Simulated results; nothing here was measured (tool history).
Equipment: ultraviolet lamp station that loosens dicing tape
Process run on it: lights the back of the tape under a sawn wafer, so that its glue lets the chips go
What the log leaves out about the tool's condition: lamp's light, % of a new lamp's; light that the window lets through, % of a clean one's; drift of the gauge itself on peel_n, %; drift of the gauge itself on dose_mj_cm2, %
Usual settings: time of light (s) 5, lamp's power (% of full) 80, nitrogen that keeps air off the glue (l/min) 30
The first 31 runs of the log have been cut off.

run,hour,time of light (s),lamp's power (% of full),nitrogen that keeps air off the glue (l/min),hours of work of the lamp,hours of work since the window was cleaned,force that peels the tape off (N),light that reached the tape (mJ/cm²)
32,676.1,7,70,12,536,89,0.588,252
33,694.1,3,74,41,546,99,1.404,114
34,717.1,6,80,34,559,113,0.34,244
35,747.9,2,65,30,577,131,2.624,64
36,778.1,2,65,30,595,148,2.555,61
37,794.7,2,65,30,604,158,2.674,65
38,826.2,2,65,30,623,176,2.67,67
39,842,6,65,29,632,185,0.599,200
40,873.1,6,65,29,650,203,0.601,201
41,886.2,7,84,35,657,211,0.214,303
42,913.4,5,80,10,673,226,0.983,208

Alternative continuations, all from the tool just after run 42; predict every row:
A,928.7,5,88,9,682,235,?,?
B,928.7,5,80,10,682,235,?,?
C,928.7,5,80,44,682,235,?,?

run,force that peels the tape off (N),light that reached the tape (mJ/cm²)
A,0.889,229
B,0.977,203
C,0.457,209
The same runs, with their run-to-run variation unchanged, on a tool lacking any hidden condition would have given:
run,force that peels the tape off (N),light that reached the tape (mJ/cm²)
A,0.887,229
B,0.974,203
C,0.455,209

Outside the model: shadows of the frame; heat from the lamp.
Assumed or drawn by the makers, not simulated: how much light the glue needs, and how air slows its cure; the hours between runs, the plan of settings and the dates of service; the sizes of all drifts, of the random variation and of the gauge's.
